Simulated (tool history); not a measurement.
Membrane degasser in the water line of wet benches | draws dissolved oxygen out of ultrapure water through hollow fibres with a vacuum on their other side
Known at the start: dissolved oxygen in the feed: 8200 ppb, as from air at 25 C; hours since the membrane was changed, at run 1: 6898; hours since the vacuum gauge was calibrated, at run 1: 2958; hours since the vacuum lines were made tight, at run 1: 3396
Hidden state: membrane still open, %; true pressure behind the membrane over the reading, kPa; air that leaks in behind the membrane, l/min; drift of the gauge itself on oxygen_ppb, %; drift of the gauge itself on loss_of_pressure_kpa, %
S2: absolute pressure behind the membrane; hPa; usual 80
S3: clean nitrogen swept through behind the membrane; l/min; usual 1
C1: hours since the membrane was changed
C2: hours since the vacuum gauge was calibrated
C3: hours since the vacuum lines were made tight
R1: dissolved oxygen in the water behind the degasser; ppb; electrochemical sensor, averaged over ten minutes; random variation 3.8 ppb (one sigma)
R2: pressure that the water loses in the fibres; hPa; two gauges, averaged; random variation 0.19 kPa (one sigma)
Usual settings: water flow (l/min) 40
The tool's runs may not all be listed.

run 1 hour=0 | water_flow_(l/min)=40 S2=80 S3=1 | C1=6898 C2=2958 C3=3396 | R1=390.3 R2=412.1
run 2 hour=329 | water_flow_(l/min)=25 S2=80 S3=1 | C1=7227 C2=3287 C3=3725 | R1=270.8 R2=261.4
run 3 hour=530.1 | water_flow_(l/min)=25 S2=62.4 S3=1 | C1=7428 C2=3488 C3=3926 | R1=181.1 R2=266.8
run 4 hour=829 | water_flow_(l/min)=25 S2=62.4 S3=1 | C1=7727 C2=3787 C3=4225 | R1=184.4 R2=260.5
run 5 hour=1060.2 | water_flow_(l/min)=25 S2=62.4 S3=1 | C1=7958 C2=4018 C3=4456 | R1=180.8 R2=263.9
run 6 hour=1348.2 | water_flow_(l/min)=40 S2=80 S3=2.54 | C1=8246 C2=4306 C3=4744 | R1=187.3 R2=424.7
run 7 hour=1629.6 | water_flow_(l/min)=54 S2=195.7 S3=0.83 | C1=8527 C2=4587 C3=5026 | R1=1620.3 R2=574.6
-- hour=1651.9 vacuum gauge calibrated
run 8 hour=1931.9 | water_flow_(l/min)=40 S2=114.5 S3=0.82 | C1=8829 C2=280 C3=5327 | R1=764.2 R2=424.5
-- hour=2135.6 membrane cartridge changed
run 9 hour=2257.5 | water_flow_(l/min)=51 S2=80 S3=0.59 | C1=122 C2=602 C3=5649 | R1=700.5 R2=482.5
run 10 hour=2472.7 | water_flow_(l/min)=50 S2=55.4 S3=0.74 | C1=337 C2=817 C3=5864 | R1=343.4 R2=476.8
run 11 hour=2698.2 | water_flow_(l/min)=50 S2=55.4 S3=0.74 | C1=563 C2=1042 C3=6090 | R1=344.6 R2=475
-- hour=2807.6 seals of the vacuum lines changed
run 12 hour=2869.6 | water_flow_(l/min)=56 S2=79.6 S3=0.94 | C1=732 C2=1212 C3=62 | R1=566.1 R2=535.4

Forecast each of these 4 alternatives for the next run:
-- hour=2917.3 vacuum gauge calibrated, once more
run A hour=3124 | water_flow_(l/min)=30 S2=127.3 S3=1 | C1=986 C2=207 C3=316 | R1=? R2=?
-- hour=2917.3 vacuum gauge calibrated, once more
run B hour=3124 | water_flow_(l/min)=40 S2=80 S3=0.8 | C1=986 C2=207 C3=316 | R1=? R2=?
-- hour=2917.3 vacuum gauge calibrated, once more
run C hour=3124 | water_flow_(l/min)=40 S2=50.7 S3=1 | C1=986 C2=207 C3=316 | R1=? R2=?
-- hour=2917.3 vacuum gauge calibrated, once more
run D hour=3124 | water_flow_(l/min)=35 S2=79.6 S3=0.77 | C1=986 C2=207 C3=316 | R1=? R2=?

run=A R1=575.5 R2=289.9
run=B R1=432.7 R2=381.9
run=C R1=149.5 R2=382.9
run=D R1=405.2 R2=335.6
Without the tool's hidden state the same runs would have given:
run=A R1=576.5 R2=286.2
run=B R1=434.8 R2=376.8
run=C R1=151.3 R2=377.9
run=D R1=407.1 R2=331.2

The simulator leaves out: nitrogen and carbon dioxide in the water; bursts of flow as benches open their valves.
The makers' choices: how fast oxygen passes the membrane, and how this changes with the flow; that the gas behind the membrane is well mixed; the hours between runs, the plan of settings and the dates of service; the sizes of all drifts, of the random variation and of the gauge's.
